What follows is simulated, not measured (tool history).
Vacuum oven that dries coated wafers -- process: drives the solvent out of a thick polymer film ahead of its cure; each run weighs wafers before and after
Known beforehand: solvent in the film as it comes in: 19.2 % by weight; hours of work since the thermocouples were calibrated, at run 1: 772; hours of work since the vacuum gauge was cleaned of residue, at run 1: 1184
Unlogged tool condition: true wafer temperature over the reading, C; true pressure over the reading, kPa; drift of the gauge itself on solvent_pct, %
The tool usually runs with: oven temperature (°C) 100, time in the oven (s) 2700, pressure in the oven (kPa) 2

| run | hour | oven temperature (°C) | time in the oven (s) | pressure in the oven (kPa) | hours of work since the thermocouples were calibrated | hours of work since the vacuum gauge was cleaned of residue | solvent left in the film (%) |
|---|---|---|---|---|---|---|---|
| 1 | 0 | 100 | 2700 | 2 | 772 | 1184 | 1.36 |
| 2 | 32.6 | 100 | 2700 | 2 | 790 | 1203 | 1.31 |
| 3 | 60 | 100 | 2700 | 2 | 806 | 1219 | 1.29 |
| 4 | 107.3 | 100 | 2700 | 2 | 833 | 1246 | 1.36 |
| 5 | 159.7 | 100 | 2700 | 2 | 863 | 1276 | 1.29 |
| 6 | 206.3 | 100 | 2700 | 2 | 890 | 1303 | 1.34 |
| 7 | 251 | 100 | 2700 | 2 | 916 | 1328 | 1.4 |
| 8 | 285.4 | 100 | 2220 | 2 | 936 | 1348 | 1.75 |
| 9 | 314.8 | 100 | 2700 | 2 | 953 | 1365 | 1.37 |
| 10 | 349.7 | 100 | 2700 | 2 | 973 | 1385 | 1.37 |
| 11 | 386 | 100 | 2700 | 2 | 993 | 1406 | 1.33 |
| 12 | 426.5 | 100 | 2700 | 2 | 1017 | 1429 | 1.33 |
| 13 | 478.3 | 100 | 2700 | 2 | 1046 | 1459 | 1.35 |
| 14 | 509 | 100 | 2700 | 2 | 1064 | 1477 | 1.41 |
| 15 | 560.5 | 100 | 2220 | 2 | 1094 | 1506 | 1.78 |
| 16 | 590.1 | 100 | 2220 | 2 | 1111 | 1523 | 1.82 |
| 17 | 621.4 | 100 | 2700 | 2 | 1129 | 1541 | 1.4 |
| 18 | 665.6 | 100 | 2700 | 2 | 1154 | 1567 | 1.35 |
| 19 | 693 | 114 | 2700 | 2 | 1170 | 1582 | 0.58 |
| 20 | 748.5 | 114 | 2700 | 2 | 1202 | 1614 | 0.6 |
| 21 | 786.8 | 114 | 2700 | 2 | 1224 | 1636 | 0.64 |
| 22 | 841.8 | 114 | 2700 | 2 | 1255 | 1668 | 0.6 |
| 23 | 891.2 | 114 | 2700 | 2 | 1284 | 1696 | 0.65 |
| 24 | 946.7 | 102 | 2700 | 1.89 | 1316 | 1728 | 1.2 |
| 25 | 981.4 | 93 | 2340 | 5.83 | 1335 | 1748 | 4.58 |
| 26 | 1028.1 | 93 | 1440 | 1.96 | 1362 | 1775 | 4.8 |
| 27 | 1057.1 | 95 | 4440 | 2.24 | 1379 | 1791 | 1.3 |
| 28 | 1091.6 | 95 | 4440 | 2.24 | 1399 | 1811 | 1.3 |
| 29 | 1119.4 | 101 | 1320 | 2.96 | 1415 | 1827 | 3.76 |
| 30 | 1150.2 | 101 | 1320 | 2.96 | 1432 | 1845 | 3.8 |
| 31 | 1190.7 | 98 | 1980 | 2.63 | 1456 | 1868 | 2.62 |
| 32 | 1227.4 | 98 | 1980 | 2.63 | 1477 | 1889 | 2.67 |
| 33 | 1253.4 | 87 | 2700 | 3.45 | 1492 | 1904 | 4.19 |
| 34 | 1276 | 100 | 4800 | 1.31 | 1505 | 1917 | 0.61 |
| 35 | 1314.2 | 100 | 4800 | 1.31 | 1527 | 1939 | 0.6 |
| 36 | 1352.3 | 100 | 4800 | 1.31 | 1549 | 1961 | 0.59 |
| 37 | 1404.2 | 100 | 4800 | 1.31 | 1578 | 1991 | 0.57 |
| 38 | 1450.6 | 100 | 4800 | 1.31 | 1605 | 2018 | 0.57 |
| 39 | 1481.9 | 100 | 4800 | 1.31 | 1623 | 2036 | 0.57 |
| 40 | 1513.5 | 100 | 4800 | 1.31 | 1641 | 2054 | 0.62 |
|  | 1530.4 | oven's thermocouples calibrated |
| 41 | 1550.2 | 101 | 4800 | 1.31 | 11 | 2074 | 0.53 |
| 42 | 1600.2 | 96 | 2220 | 2.64 | 40 | 2102 | 2.59 |
| 43 | 1645 | 110 | 2460 | 2 | 66 | 2128 | 0.76 |
| 44 | 1675.6 | 107 | 4020 | 3.31 | 83 | 2146 | 1.13 |
| 45 | 1731.1 | 113 | 1320 | 2 | 115 | 2178 | 1.59 |
| 46 | 1769.2 | 98 | 2700 | 1.73 | 137 | 2199 | 1.45 |

Forecast each of these 5 alternatives for the next run:
| A | 1819.9 | 90 | 2700 | 3.42 | 166 | 2229 | ? |
| B | 1819.9 | 100 | 4260 | 2 | 166 | 2229 | ? |
| C | 1819.9 | 98 | 2700 | 3.71 | 166 | 2229 | ? |
| D | 1819.9 | 98 | 3120 | 1.73 | 166 | 2229 | ? |
| E | 1819.9 | 105 | 2700 | 1.73 | 166 | 2229 | ? |

| run | solvent left in the film (%) |
|---|---|
| A | 3.48 |
| B | 0.96 |
| C | 2.31 |
| D | 1.18 |
| E | 0.91 |
What these runs would have given with no unlogged condition in the tool:
| run | solvent left in the film (%) |
|---|---|
| A | 3.47 |
| B | 0.96 |
| C | 2.31 |
| D | 1.17 |
| E | 0.9 |

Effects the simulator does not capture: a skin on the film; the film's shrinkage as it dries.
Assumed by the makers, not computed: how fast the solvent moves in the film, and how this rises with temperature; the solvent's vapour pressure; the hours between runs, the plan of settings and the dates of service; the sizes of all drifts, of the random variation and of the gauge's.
